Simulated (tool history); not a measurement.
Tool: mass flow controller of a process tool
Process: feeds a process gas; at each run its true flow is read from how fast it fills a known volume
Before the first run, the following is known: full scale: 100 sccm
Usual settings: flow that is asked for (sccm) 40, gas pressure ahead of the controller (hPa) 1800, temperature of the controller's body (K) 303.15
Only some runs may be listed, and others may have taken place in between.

run    hour  flow that is asked for (sccm)  gas pressure ahead of the controller (hPa)  temperature of the controller's body (K)  true flow (%)
  1     0.0                             40                                        1800                                    303.15          97.69
  2   162.9                             40                                        1800                                    303.15          97.55
  3   316.8                             34                                        1800                                    303.15          97.16
  4   419.7                             34                                        1800                                    303.15          97.31
  5   540.9                             34                                        1730                                    303.15          97.34
  6   677.1                             34                                        1730                                    303.15          97.19
  7   822.1                             34                                        1730                                    303.15          97.21
  8   964.3                             40                                        1800                                    300.15          97.21
  9  1039.9                             40                                        2030                                    303.15          97.13
 10  1111.0                             40                                        1800                                    300.15          97.06
 11  1246.4                             11                                        1800                                    303.15          94.70
 12  1331.9                             40                                        1800                                    303.15          97.22
 13  1448.6                             40                                        1800                                    303.15          96.98
 14  1556.4                             40                                        1800                                    303.15          97.07
 15  1675.9                             23                                        2460                                    295.15          95.49
 16  1813.9                             23                                        2460                                    295.15          95.34
 17  1973.1                             80                                        2510                                    303.15          98.23
 18  2088.3                             16                                        2700                                    311.15          94.75
 19  2234.7                             68                                        2730                                    305.15          97.67
 20  2335.9                             40                                        1540                                    303.15          96.82
 21  2481.6                             34                                        2000                                    310.15          96.34
 22  2624.7                             74                                        2570                                    299.15          97.81
 23  2715.8                             74                                        2570                                    299.15          97.75
 24  2825.0                             41                                        1780                                    304.15          96.62
 25  2965.4                             41                                        1780                                    307.15          96.61
 26  3044.0                             29                                        1510                                    307.15          96.05

3 options for the next run, each taken on its own from the tool as it stands now. Forecast them:
  A  3158.2                             14                                        1510                                    307.15              ?
  B  3158.2                             39                                        2080                                    307.15              ?
  C  3158.2                             12                                        1600                                    311.15              ?

run  true flow (%)
  A          94.03
  B          96.38
  C          93.65
Stripped of hidden state, with their random variation kept, the same runs would have yielded:
run  true flow (%)
  A          97.44
  B          98.11
  C          97.51
